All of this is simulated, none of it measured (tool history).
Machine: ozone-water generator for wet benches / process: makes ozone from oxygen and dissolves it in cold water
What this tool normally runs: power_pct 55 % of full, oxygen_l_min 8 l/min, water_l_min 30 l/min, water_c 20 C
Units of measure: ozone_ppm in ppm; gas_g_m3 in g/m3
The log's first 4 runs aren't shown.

run,day,power_pct,oxygen_l_min,water_l_min,water_c,hours of work since the electrodes were changed,hours of work since the contactor was cleaned,hours of work since the thermometer was calibrated,ozone_ppm,gas_g_m3
5,13.925,55,5.83,30,20,4761,2093,2698,12.1,175.1
6,16.962,55,5.83,30,20,4833,2165,2771,12.1,176.7
7,21.508,55,8,30,20,4942,2273,2879,12.6,156.8
8,26.567,55,8,30,20,5062,2393,2999,12.9,156.4
9,31.662,55,8,30,20,5183,2514,3120,12.9,154.7
10,33.854,55,8,30,20,5235,2567,3172,12.7,154.5
11,38.479,55,8,30,20,5345,2676,3282,12.6,154.8
12,41.612,55,8,30,20,5420,2751,3357,12.7,155.4
13,43.846,55,8,32,20,5473,2804,3410,11.6,155.6
14,47.892,64,8,30,20,5569,2900,3506,14.6,177
15,52.238,64,8,30,20,5672,3004,3610,14.4,175.2
16,54.283,64,8,30,20,5721,3052,3658,14.3,176.5
17,58.971,64,8,30,20,5832,3164,3770,14.1,176
18,63.325,55,4.11,30,27,5936,3267,3873,9.6,197.3
19,67.817,88,9.89,30,24,6043,3374,3980,17.9,215.7
20,70.738,54,8,30,20,6112,3444,4049,12,150.2
21,74.112,54,8,21,16,6192,3524,4130,18,151.4
22,77.446,43,13.3,32,20,6272,3603,4209,9.6,102.1
23,82.204,43,13.3,32,20,6385,3716,4322,9.6,102.2
24,84.783,43,13.3,32,20,6446,3778,4383,9.8,102.7
25,88.075,43,7.73,47,20,6524,3856,4462,6,126.3
# day 89.533: contactor cleaned
26,91.896,82,7.73,35,20,6611,56,4549,15.6,217

The next listed run, before its measurement:
27,96.55,55,8,47,15,6722,167,4659,?,?

Run 27 gave ozone_ppm 8.5 ppm, gas_g_m3 152.7 g/m3.
If the tool had no hidden condition, the same run with the same run-to-run variation would have returned ozone_ppm 9.4 ppm, gas_g_m3 165.8 g/m3.
